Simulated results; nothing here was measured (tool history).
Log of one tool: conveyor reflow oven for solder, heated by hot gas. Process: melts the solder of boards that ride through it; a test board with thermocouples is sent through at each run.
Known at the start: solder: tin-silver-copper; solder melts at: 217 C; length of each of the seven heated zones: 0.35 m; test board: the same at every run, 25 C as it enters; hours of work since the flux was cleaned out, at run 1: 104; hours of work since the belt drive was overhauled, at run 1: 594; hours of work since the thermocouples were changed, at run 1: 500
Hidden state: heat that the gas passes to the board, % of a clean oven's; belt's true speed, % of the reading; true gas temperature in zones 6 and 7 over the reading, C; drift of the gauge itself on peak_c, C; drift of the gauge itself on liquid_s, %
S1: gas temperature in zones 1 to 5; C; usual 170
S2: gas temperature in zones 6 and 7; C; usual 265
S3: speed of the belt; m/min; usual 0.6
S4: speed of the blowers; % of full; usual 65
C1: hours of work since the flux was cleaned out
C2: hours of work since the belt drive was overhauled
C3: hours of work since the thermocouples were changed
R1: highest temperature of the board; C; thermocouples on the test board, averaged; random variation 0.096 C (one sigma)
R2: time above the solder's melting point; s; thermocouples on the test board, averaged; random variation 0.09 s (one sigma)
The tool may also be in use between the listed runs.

run    day   S1   S2   S3  S4   C1   C2   C3      R1     R2
  1  0.000  170  265  0.6  65  104  594  500  253.68  53.52
  2  0.408  170  265  0.6  59  110  600  506  252.01  52.02
  3  1.238  170  265  0.6  65  122  612  518  253.57  53.47
  4  1.704  170  265  0.6  65  129  619  525  253.51  53.44
  5  2.558  170  265  0.6  65  141  632  537  253.61  53.55
  6  3.250  170  265  0.6  77  151  642  547  256.21  55.71

Run 7 comes next. What will it give?
  7  4.021  170  265  0.6  77  163  653  559   ?   ?

Run 7 gave R1 256.18 C, R2 55.61 s.
Without the tool's hidden state the same run would have given R1 254.93 C, R2 54.33 s.

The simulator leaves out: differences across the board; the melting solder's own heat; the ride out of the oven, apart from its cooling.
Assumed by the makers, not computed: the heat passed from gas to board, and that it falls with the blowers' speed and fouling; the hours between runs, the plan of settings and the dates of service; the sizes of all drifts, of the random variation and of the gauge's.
